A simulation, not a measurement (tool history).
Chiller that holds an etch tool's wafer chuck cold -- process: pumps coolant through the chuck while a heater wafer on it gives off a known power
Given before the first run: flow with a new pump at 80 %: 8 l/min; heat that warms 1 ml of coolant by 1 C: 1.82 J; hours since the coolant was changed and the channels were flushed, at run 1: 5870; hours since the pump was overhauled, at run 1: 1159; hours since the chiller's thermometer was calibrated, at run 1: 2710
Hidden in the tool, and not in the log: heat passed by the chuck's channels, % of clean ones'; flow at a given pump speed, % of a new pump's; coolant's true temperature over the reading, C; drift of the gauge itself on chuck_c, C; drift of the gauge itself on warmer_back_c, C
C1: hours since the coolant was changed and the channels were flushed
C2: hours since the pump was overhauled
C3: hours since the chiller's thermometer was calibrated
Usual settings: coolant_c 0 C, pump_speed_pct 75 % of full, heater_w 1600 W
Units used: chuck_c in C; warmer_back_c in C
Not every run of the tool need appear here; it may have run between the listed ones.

Run 1, hour 0.0: usual settings; C1 5870; C2 1159; C3 2710. Result: chuck_c 24.3 C, warmer_back_c 7.13 C.
Run 2, hour 120.1: usual settings; C1 5990; C2 1279; C3 2830. Result: chuck_c 24.6 C, warmer_back_c 7.19 C.
Run 3, hour 180.5: usual settings; C1 6051; C2 1339; C3 2890. Result: chuck_c 24.6 C, warmer_back_c 7.19 C.
Run 4, hour 296.3: usual settings; C1 6167; C2 1455; C3 3006. Result: chuck_c 24.5 C, warmer_back_c 7.23 C.
Run 5, hour 402.5: usual settings; C1 6273; C2 1561; C3 3112. Result: chuck_c 24.8 C, warmer_back_c 7.26 C.
Run 6, hour 507.9: usual settings; C1 6378; C2 1667; C3 3218. Result: chuck_c 24.7 C, warmer_back_c 7.28 C.
Run 7, hour 612.6: usual settings; C1 6483; C2 1771; C3 3322. Result: chuck_c 25.0 C, warmer_back_c 7.33 C.
Run 8, hour 728.4: usual settings; C1 6599; C2 1887; C3 3438. Result: chuck_c 25.0 C, warmer_back_c 7.37 C.
At hour 804.0: chiller's thermometer calibrated.
Run 9, hour 804.0: usual settings; C1 6673; C2 1962; C3 0. Result: chuck_c 24.8 C, warmer_back_c 7.33 C.
Run 10, hour 871.2: usual settings but heater_w 800 W; C1 6740; C2 2029; C3 67. Result: chuck_c 12.3 C, warmer_back_c 3.75 C.
Run 11, hour 990.8: usual settings but coolant_c 8 C, heater_w 800 W; C1 6860; C2 2148; C3 187. Result: chuck_c 20.3 C, warmer_back_c 3.70 C.
Run 12, hour 1064.8: usual settings but coolant_c 8 C, heater_w 800 W; C1 6934; C2 2223; C3 261. Result: chuck_c 20.5 C, warmer_back_c 3.68 C.
Run 13, hour 1137.6: usual settings but coolant_c -3 C; C1 7007; C2 2295; C3 334. Result: chuck_c 22.0 C, warmer_back_c 7.39 C.
Run 14, hour 1243.0: usual settings but coolant_c -3 C; C1 7112; C2 2401; C3 439. Result: chuck_c 22.1 C, warmer_back_c 7.45 C.
Run 15, hour 1321.2: usual settings but coolant_c -3 C; C1 7190; C2 2479; C3 517. Result: chuck_c 22.2 C, warmer_back_c 7.41 C.
Run 16, hour 1373.1: usual settings but coolant_c -3 C; C1 7242; C2 2531; C3 569. Result: chuck_c 22.1 C, warmer_back_c 7.43 C.
Run 17, hour 1434.9: usual settings; C1 7304; C2 2593; C3 631. Result: chuck_c 25.3 C, warmer_back_c 7.44 C.
Run 18, hour 1552.8: usual settings; C1 7422; C2 2710; C3 749. Result: chuck_c 25.4 C, warmer_back_c 7.45 C.
Run 19, hour 1619.9: usual settings; C1 7489; C2 2778; C3 816. Result: chuck_c 25.3 C, warmer_back_c 7.42 C.
Run 20, hour 1682.9: usual settings but coolant_c 9 C, pump_speed_pct 65 % of full, heater_w 1052 W; C1 7552; C2 2841; C3 879. Result: chuck_c 27.0 C, warmer_back_c 5.61 C.
Run 21, hour 1742.8: usual settings but coolant_c 2 C, pump_speed_pct 78 % of full, heater_w 1052 W; C1 7612; C2 2900; C3 939. Result: chuck_c 18.6 C, warmer_back_c 4.84 C.
At hour 1812.8: coolant changed, channels flushed.
Run 22, hour 1870.3: usual settings but coolant_c -5 C, pump_speed_pct 85 % of full, heater_w 1282 W; C1 57; C2 3022; C3 1060. Result: chuck_c 12.2 C, warmer_back_c 5.33 C.
Run 23, hour 1960.7: usual settings but pump_speed_pct 67 % of full; C1 148; C2 3112; C3 1151. Result: chuck_c 24.2 C, warmer_back_c 8.45 C.
Run 24, hour 2089.9: usual settings but coolant_c 5 C, pump_speed_pct 82 % of full, heater_w 2318 W; C1 277; C2 3242; C3 1280. Result: chuck_c 36.7 C, warmer_back_c 10.06 C.
Run 25, hour 2202.7: usual settings but coolant_c 5 C, pump_speed_pct 82 % of full, heater_w 2318 W; C1 390; C2 3354; C3 1393. Result: chuck_c 36.8 C, warmer_back_c 10.14 C.
Run 26, hour 2302.4: usual settings but coolant_c 7 C, heater_w 2218 W; C1 490; C2 3454; C3 1492. Result: chuck_c 38.8 C, warmer_back_c 10.58 C.
Run 27, hour 2370.3: usual settings but heater_w 2016 W; C1 558; C2 3522; C3 1560. Result: chuck_c 29.1 C, warmer_back_c 9.59 C.
Run 28, hour 2424.8: usual settings but heater_w 2016 W; C1 612; C2 3576; C3 1615. Result: chuck_c 29.2 C, warmer_back_c 9.57 C.
Run 29, hour 2498.7: usual settings but heater_w 2016 W; C1 686; C2 3650; C3 1689. Result: chuck_c 29.2 C, warmer_back_c 9.67 C.
Run 30, hour 2598.4: usual settings but heater_w 2016 W; C1 786; C2 3750; C3 1788. Result: chuck_c 29.2 C, warmer_back_c 9.71 C.
Run 31, hour 2700.6: usual settings but pump_speed_pct 74 % of full, heater_w 1034 W; C1 888; C2 3852; C3 1891. Result: chuck_c 15.2 C, warmer_back_c 5.07 C.
Run 32, hour 2775.0: usual settings but coolant_c -5 C, heater_w 1161 W; C1 962; C2 3927; C3 1965. Result: chuck_c 12.3 C, warmer_back_c 5.60 C.
Run 33, hour 2834.2: usual settings but coolant_c 3 C, heater_w 1161 W; C1 1021; C2 3986; C3 2024. Result: chuck_c 20.2 C, warmer_back_c 5.62 C.

3 ways to go on from here, each from the tool as it stands after run 33. What would each give?
Run A, hour 2961.3: usual settings but coolant_c -8 C, pump_speed_pct 62 % of full, heater_w 1291 W; C1 1148; C2 4113; C3 2151. Result: chuck_c ?, warmer_back_c ?.
Run B, hour 2961.3: usual settings but coolant_c 3 C, pump_speed_pct 62 % of full, heater_w 1161 W; C1 1148; C2 4113; C3 2151. Result: chuck_c ?, warmer_back_c ?.
Run C, hour 2961.3: usual settings but coolant_c -6 C, heater_w 1161 W; C1 1148; C2 4113; C3 2151. Result: chuck_c ?, warmer_back_c ?.

run  chuck_c  warmer_back_c
  A     13.0           7.61
  B     22.1           6.75
  C     11.1           5.63
With no hidden state in the tool, these same runs would have given:
run  chuck_c  warmer_back_c
  A     11.3           6.91
  B     20.5           6.12
  C      9.7           5.11
